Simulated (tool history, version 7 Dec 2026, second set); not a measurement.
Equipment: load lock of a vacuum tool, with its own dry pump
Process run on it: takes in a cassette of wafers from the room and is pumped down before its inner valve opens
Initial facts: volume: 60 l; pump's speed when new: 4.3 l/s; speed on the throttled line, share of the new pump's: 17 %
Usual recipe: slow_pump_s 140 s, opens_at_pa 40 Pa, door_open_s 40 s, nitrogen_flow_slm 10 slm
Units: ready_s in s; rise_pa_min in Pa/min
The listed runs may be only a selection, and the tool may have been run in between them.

| run | hour | slow_pump_s | opens_at_pa | door_open_s | nitrogen_flow_slm | incoming humidity of the room's air, % | ready_s | rise_pa_min |
|---|---|---|---|---|---|---|---|---|
| 1 | 0 | 140 | 40 | 40 | 10 | 43.2 | 225.9 | 0.032 |
| 2 | 331.4 | 140 | 40 | 40 | 10 | 46.3 | 224.4 | 0.037 |
| 3 | 916.6 | 140 | 40 | 40 | 10 | 45.4 | 227.9 | 0.034 |
| 4 | 1221.9 | 140 | 40 | 40 | 10 | 45.7 | 225.6 | 0.038 |
| 5 | 1659.6 | 140 | 40 | 40 | 10 | 46.2 | 227.8 | 0.035 |
| 6 | 1970.1 | 140 | 40 | 40 | 10 | 48.6 | 224.2 | 0.041 |
| 7 | 2339.8 | 140 | 40 | 40 | 9 | 45.3 | 225.3 | 0.04 |
| 8 | 2722.2 | 140 | 40 | 29 | 16 | 44.4 | 225.9 | 0.024 |
| 9 | 3349.6 | 140 | 40 | 29 | 16 | 41.7 | 226 | 0.016 |

Forecast run 10:
| 10 | 4015.1 | 140 | 40 | 119 | 38 | 44 | ? | ? |

{"run 10": {"ready_s": 223.9, "rise_pa_min": 0.038}}
With no hidden state in the tool, this same run would have given ready_s 223.8 s, rise_pa_min 0.038 Pa/min.
